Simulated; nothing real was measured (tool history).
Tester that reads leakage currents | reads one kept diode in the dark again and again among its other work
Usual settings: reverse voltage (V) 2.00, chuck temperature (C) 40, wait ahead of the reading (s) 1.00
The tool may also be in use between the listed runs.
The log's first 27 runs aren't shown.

run	hour	reverse voltage (V)	chuck temperature (C)	wait ahead of the reading (s)	hours of work since the probe card was cleaned	hours of work since the tester was calibrated	hours of work since the chuck was calibrated	current that the tester gives (pA)
28	3277.5	1.28	40	0.69	577	719	1627	160.33
29	3405.8	1.28	40	0.69	661	803	1711	158.89
30	3494.7	1.40	44	3.35	719	861	1769	230.81
31	3616.7	1.40	44	3.35	798	940	1849	229.45
32	3682.4	3.43	28	1.00	841	983	1892	106.36
33	3780.1	3.43	28	1.00	905	1047	1955	106.20
34	3909.5	1.00	21	0.70	990	1131	2040	27.78
35	3983.3	3.07	49	4.98	1038	1180	2088	530.62
36	4139.8	1.12	40	1.00	1140	1282	2190	144.52
37	4251.1	16.00	27	0.52	1213	1355	2263	247.12
38	4382.8	1.06	27	0.52	1299	1441	2349	47.94
# hour 4448.6: chuck's temperature calibrated
39	4480.7	1.06	27	0.52	1361	1503	21	52.95
40	4607.0	12.75	40	0.33	1444	1586	103	668.40

Forecast each of these 3 alternatives for the next run:
A	4671.5	3.32	33	2.03	1486	1628	146	?
B	4671.5	1.30	36	2.74	1486	1628	146	?
C	4671.5	2.00	51	1.00	1486	1628	146	?

run	current that the tester gives (pA)
A	170.16
B	124.48
C	511.83
Without the tool's hidden state the same runs would have given:
run	current that the tester gives (pA)
A	170.62
B	125.55
C	518.09

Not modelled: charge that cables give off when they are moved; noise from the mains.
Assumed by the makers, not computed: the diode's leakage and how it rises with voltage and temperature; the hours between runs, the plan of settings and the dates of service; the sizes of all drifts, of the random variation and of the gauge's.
